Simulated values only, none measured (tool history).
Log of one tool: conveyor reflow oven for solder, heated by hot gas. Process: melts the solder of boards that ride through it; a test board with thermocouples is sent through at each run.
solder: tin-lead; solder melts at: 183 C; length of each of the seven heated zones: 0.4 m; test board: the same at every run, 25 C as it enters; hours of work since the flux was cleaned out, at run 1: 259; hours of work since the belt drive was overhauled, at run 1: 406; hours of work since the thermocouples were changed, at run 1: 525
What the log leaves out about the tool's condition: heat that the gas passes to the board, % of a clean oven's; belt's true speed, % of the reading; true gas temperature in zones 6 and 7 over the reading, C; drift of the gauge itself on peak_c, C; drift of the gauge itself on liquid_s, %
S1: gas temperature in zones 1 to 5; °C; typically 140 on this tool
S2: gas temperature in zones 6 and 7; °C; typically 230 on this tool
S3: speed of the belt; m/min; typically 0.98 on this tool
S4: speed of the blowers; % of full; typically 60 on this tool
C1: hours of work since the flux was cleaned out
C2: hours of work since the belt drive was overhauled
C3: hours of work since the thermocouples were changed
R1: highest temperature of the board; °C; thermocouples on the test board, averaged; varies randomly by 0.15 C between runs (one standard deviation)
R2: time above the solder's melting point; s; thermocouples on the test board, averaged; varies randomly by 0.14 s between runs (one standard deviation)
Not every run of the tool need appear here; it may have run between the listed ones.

{"run": 1, "hour": 0.0, "S1": 140, "S2": 230, "S3": 0.98, "S4": 60, "C1": 259, "C2": 406, "C3": 525, "R1": 207.1, "R2": 30.1}
{"run": 2, "hour": 35.1, "S1": 140, "S2": 230, "S3": 0.98, "S4": 60, "C1": 280, "C2": 427, "C3": 546, "R1": 206.9, "R2": 30}
{"run": 3, "hour": 104.1, "S1": 140, "S2": 230, "S3": 0.98, "S4": 60, "C1": 321, "C2": 468, "C3": 587, "R1": 206.9, "R2": 30.3}
{"run": 4, "hour": 142.9, "S1": 140, "S2": 230, "S3": 0.98, "S4": 60, "C1": 344, "C2": 491, "C3": 610, "R1": 207.2, "R2": 30.1}
{"run": 5, "hour": 203.0, "S1": 140, "S2": 230, "S3": 0.98, "S4": 60, "C1": 380, "C2": 527, "C3": 646, "R1": 206.8, "R2": 29.9}
{"run": 6, "hour": 255.9, "S1": 140, "S2": 230, "S3": 0.98, "S4": 60, "C1": 411, "C2": 558, "C3": 677, "R1": 206.8, "R2": 30}
{"run": 7, "hour": 298.2, "S1": 140, "S2": 230, "S3": 0.98, "S4": 60, "C1": 436, "C2": 583, "C3": 702, "R1": 206.7, "R2": 30}
{"run": 8, "hour": 337.1, "S1": 140, "S2": 230, "S3": 0.98, "S4": 60, "C1": 459, "C2": 606, "C3": 725, "R1": 206.8, "R2": 29.6}
{"hour": 345.3, "done": "flux residue cleaned out of gas plates and filters"}
{"hour": 394.0, "done": "thermocouples of zones 6 and 7 changed"}
{"run": 9, "hour": 411.6, "S1": 152, "S2": 236, "S3": 0.98, "S4": 52, "C1": 38, "C2": 646, "C3": 10, "R1": 208.7, "R2": 34.3}
{"run": 10, "hour": 468.1, "S1": 145, "S2": 240, "S3": 0.957, "S4": 50, "C1": 72, "C2": 680, "C3": 44, "R1": 210.1, "R2": 33.8}
{"hour": 488.2, "done": "flux residue cleaned out of gas plates and filters, once more"}
{"run": 11, "hour": 518.9, "S1": 140, "S2": 231, "S3": 0.98, "S4": 60, "C1": 18, "C2": 707, "C3": 71, "R1": 208.5, "R2": 31.8}
{"run": 12, "hour": 574.0, "S1": 140, "S2": 231, "S3": 0.98, "S4": 60, "C1": 51, "C2": 739, "C3": 104, "R1": 208.8, "R2": 32}
{"run": 13, "hour": 641.0, "S1": 138, "S2": 218, "S3": 1.012, "S4": 60, "C1": 91, "C2": 779, "C3": 143, "R1": 196.7, "R2": 20.1}
{"run": 14, "hour": 692.5, "S1": 138, "S2": 218, "S3": 1.012, "S4": 60, "C1": 121, "C2": 809, "C3": 174, "R1": 196.3, "R2": 20.1}
{"run": 15, "hour": 744.9, "S1": 138, "S2": 218, "S3": 1.012, "S4": 60, "C1": 152, "C2": 841, "C3": 205, "R1": 196.4, "R2": 20.3}
{"run": 16, "hour": 776.1, "S1": 138, "S2": 244, "S3": 1.129, "S4": 60, "C1": 171, "C2": 859, "C3": 223, "R1": 211.8, "R2": 28.3}

Alternative continuations, all from the tool just after run 16; predict every row:
{"hour": 814.8, "done": "belt drive overhauled, speed set with a stopwatch"}
{"run": "A", "hour": 854.2, "S1": 138, "S2": 242, "S3": 1.038, "S4": 60, "C1": 215, "C2": 23, "C3": 267, "R1": "?", "R2": "?"}
{"hour": 814.8, "done": "belt drive overhauled, speed set with a stopwatch"}
{"run": "B", "hour": 854.2, "S1": 140, "S2": 230, "S3": 0.842, "S4": 71, "C1": 215, "C2": 23, "C3": 267, "R1": "?", "R2": "?"}
{"hour": 814.8, "done": "belt drive overhauled, speed set with a stopwatch"}
{"run": "C", "hour": 854.2, "S1": 138, "S2": 244, "S3": 1.16, "S4": 88, "C1": 215, "C2": 23, "C3": 267, "R1": "?", "R2": "?"}
{"hour": 814.8, "done": "belt drive overhauled, speed set with a stopwatch"}
{"run": "D", "hour": 854.2, "S1": 142, "S2": 244, "S3": 1.129, "S4": 60, "C1": 215, "C2": 23, "C3": 267, "R1": "?", "R2": "?"}
{"hour": 814.8, "done": "belt drive overhauled, speed set with a stopwatch"}
{"run": "E", "hour": 854.2, "S1": 142, "S2": 242, "S3": 0.98, "S4": 60, "C1": 215, "C2": 23, "C3": 267, "R1": "?", "R2": "?"}

run=A R1=212.9 R2=31
run=B R1=213.9 R2=41.1
run=C R1=216.5 R2=29.5
run=D R1=211.6 R2=28.3
run=E R1=216.3 R2=35.8
Had the tool no hidden state, the same runs would have come out as:
run=A R1=213.5 R2=31.4
run=B R1=214.1 R2=41.4
run=C R1=217.3 R2=30
run=D R1=212.3 R2=28.8
run=E R1=216.7 R2=36.2

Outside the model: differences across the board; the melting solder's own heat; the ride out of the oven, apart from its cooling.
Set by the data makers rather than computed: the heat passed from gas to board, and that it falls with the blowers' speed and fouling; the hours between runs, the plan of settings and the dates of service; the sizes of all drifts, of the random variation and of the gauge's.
